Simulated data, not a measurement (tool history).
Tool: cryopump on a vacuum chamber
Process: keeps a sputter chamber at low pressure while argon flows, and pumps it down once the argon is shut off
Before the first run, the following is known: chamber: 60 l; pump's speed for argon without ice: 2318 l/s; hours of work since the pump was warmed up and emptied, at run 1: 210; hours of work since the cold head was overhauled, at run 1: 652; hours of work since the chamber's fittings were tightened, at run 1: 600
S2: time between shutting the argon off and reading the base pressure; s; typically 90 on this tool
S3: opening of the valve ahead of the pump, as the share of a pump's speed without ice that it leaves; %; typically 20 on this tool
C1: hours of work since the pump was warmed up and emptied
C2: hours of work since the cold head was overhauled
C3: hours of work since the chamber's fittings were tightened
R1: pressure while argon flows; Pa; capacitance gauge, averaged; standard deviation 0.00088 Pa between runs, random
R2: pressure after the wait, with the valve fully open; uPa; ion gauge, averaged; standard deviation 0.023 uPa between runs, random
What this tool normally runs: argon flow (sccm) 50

run 1 hour=0 | argon_flow_(sccm)=50 S2=90 S3=20 | C1=210 C2=652 C3=600 | R1=0.1893 R2=1.46
run 2 hour=14.4 | argon_flow_(sccm)=50 S2=90 S3=20 | C1=220 C2=662 C3=609 | R1=0.1898 R2=1.42
run 3 hour=35.8 | argon_flow_(sccm)=50 S2=222 S3=20 | C1=234 C2=676 C3=624 | R1=0.19 R2=1.16
run 4 hour=51.4 | argon_flow_(sccm)=50 S2=122 S3=20 | C1=244 C2=686 C3=634 | R1=0.1913 R2=1.35
run 5 hour=69.6 | argon_flow_(sccm)=50 S2=90 S3=49 | C1=256 C2=698 C3=646 | R1=0.0835 R2=1.48
run 6 hour=94.2 | argon_flow_(sccm)=50 S2=90 S3=20 | C1=272 C2=714 C3=662 | R1=0.1927 R2=1.62
run 7 hour=112.3 | argon_flow_(sccm)=50 S2=90 S3=19 | C1=284 C2=726 C3=674 | R1=0.2024 R2=1.59
run 8 hour=127.3 | argon_flow_(sccm)=50 S2=90 S3=45 | C1=294 C2=736 C3=684 | R1=0.0918 R2=1.67
run 9 hour=142.5 | argon_flow_(sccm)=25 S2=90 S3=28 | C1=304 C2=746 C3=694 | R1=0.0705 R2=1.68
run 10 hour=165.9 | argon_flow_(sccm)=22 S2=90 S3=22 | C1=320 C2=761 C3=709 | R1=0.0787 R2=1.65
run 11 hour=183.4 | argon_flow_(sccm)=54 S2=200 S3=42 | C1=331 C2=773 C3=721 | R1=0.1066 R2=1.46
run 12 hour=202.8 | argon_flow_(sccm)=22 S2=54 S3=42 | C1=344 C2=786 C3=733 | R1=0.0436 R2=2.14
run 13 hour=219.7 | argon_flow_(sccm)=22 S2=54 S3=42 | C1=355 C2=797 C3=744 | R1=0.0452 R2=2.14
run 14 hour=243.4 | argon_flow_(sccm)=34 S2=38 S3=32 | C1=371 C2=812 C3=760 | R1=0.0873 R2=2.54
run 15 hour=262.3 | argon_flow_(sccm)=50 S2=152 S3=20 | C1=383 C2=825 C3=772 | R1=0.1975 R2=1.69

Each row is a separate what-if for the run after 15, all from the same tool condition, not one after another. Results?
run A hour=282.3 | argon_flow_(sccm)=50 S2=98 S3=38 | C1=396 C2=838 C3=786 | R1=? R2=?
run B hour=282.3 | argon_flow_(sccm)=49 S2=90 S3=40 | C1=396 C2=838 C3=786 | R1=? R2=?
run C hour=282.3 | argon_flow_(sccm)=42 S2=152 S3=20 | C1=396 C2=838 C3=786 | R1=? R2=?
run D hour=282.3 | argon_flow_(sccm)=80 S2=90 S3=20 | C1=396 C2=838 C3=786 | R1=? R2=?
run E hour=282.3 | argon_flow_(sccm)=26 S2=90 S3=20 | C1=396 C2=838 C3=786 | R1=? R2=?

run=A R1=0.1103 R2=1.82
run=B R1=0.1034 R2=1.9
run=C R1=0.1668 R2=1.68
run=D R1=0.3144 R2=1.85
run=E R1=0.1023 R2=1.88
Stripped of hidden state, with their random variation kept, the same runs would have yielded:
run=A R1=0.0952 R2=0.64
run=B R1=0.0886 R2=0.7
run=C R1=0.154 R2=0.47
run=D R1=0.2903 R2=0.67
run=E R1=0.0945 R2=0.7
